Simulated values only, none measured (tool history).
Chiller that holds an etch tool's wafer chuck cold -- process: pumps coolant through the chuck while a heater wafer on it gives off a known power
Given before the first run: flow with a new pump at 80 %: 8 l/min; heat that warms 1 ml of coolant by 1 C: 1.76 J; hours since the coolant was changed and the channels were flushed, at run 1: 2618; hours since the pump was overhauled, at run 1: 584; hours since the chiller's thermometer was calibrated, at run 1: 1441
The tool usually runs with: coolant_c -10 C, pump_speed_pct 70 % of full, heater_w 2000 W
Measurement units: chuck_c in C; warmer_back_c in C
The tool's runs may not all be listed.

run	hour	coolant_c	pump_speed_pct	heater_w	hours since the coolant was changed and the channels were flushed	hours since the pump was overhauled	hours since the chiller's thermometer was calibrated	chuck_c	warmer_back_c
1	0	-10	70	2000	2618	584	1441	18.1	9.97
2	28.9	-10	70	2000	2647	613	1470	18.3	9.9
3	68.4	-10	70	2000	2687	652	1510	18.2	9.97
4	94.4	-10	70	2000	2713	678	1536	18.5	10
5	120.4	-10	70	2000	2739	704	1562	18.5	9.99
6	155.1	-10	70	2000	2773	739	1596	18.5	10.02
7	185.5	-10	70	2000	2804	769	1627	18.7	10.01
8	212.3	-10	70	2000	2831	796	1653	18.5	10.05
9	251.5	-10	60	2000	2870	835	1693	21.9	11.63
10	287.4	-10	60	2000	2906	871	1728	21.9	11.65
# hour 290.9: chiller's thermometer calibrated
11	322.6	-10	70	2000	2940	906	32	18.9	10.02
12	345	-10	70	2000	2962	928	54	18.9	9.99
13	389.3	-10	70	2000	3007	972	98	19	10.09
# hour 431.8: chiller's thermometer calibrated, once more
14	434.7	-10	70	2000	3051	1017	3	18.7	10.05
15	475.6	-10	70	1527	3092	1058	44	12.3	7.72
16	518.3	-10	70	2000	3135	1100	86	19.1	10.01
17	557	0	72	2000	3173	1139	125	28.7	9.84
18	590.9	0	72	2000	3207	1173	159	28.7	9.69
19	619.7	-18	63	2107	3236	1202	188	15.1	11.82
20	648.6	-6	82	1241	3265	1231	217	10.4	5.42
21	686.9	-7	67	1048	3303	1269	255	9	5.54
22	712	-7	67	1048	3328	1294	280	9	5.5
23	733.4	-5	88	2000	3350	1315	302	20.4	8.06
24	764.5	-5	88	2000	3381	1346	333	20.6	8.1
25	804	-5	72	1293	3420	1386	372	13.9	6.28
26	840.5	-15	64	1634	3457	1422	409	10.8	9.04
27	871.2	-15	64	1634	3488	1453	439	11	9.07
28	904.9	-11	98	1784	3521	1487	473	10.5	6.51
29	943.5	-10	66	1331	3560	1526	512	10.8	7.1
30	967.6	-10	66	1331	3584	1550	536	11	7.14
31	986.6	-1	81	2119	3603	1569	555	28	9.35
32	1026.6	-11	70	1884	3643	1609	595	17.4	9.52

Predict each of these 3 candidate next runs independently; none follows another, all start after run 32:
A	1066.6	-11	70	2783	3683	1649	635	?	?
B	1066.6	-10	67	2069	3683	1649	635	?	?
C	1066.6	-5	70	2000	3683	1649	635	?	?

run	chuck_c	warmer_back_c
A	31.2	14.2
B	22.4	10.98
C	25.5	10.18
Take away the tool's hidden state, keep each run's random variation, and the runs would have read:
run	chuck_c	warmer_back_c
A	22.7	13.56
B	15.9	10.47
C	19.4	9.71
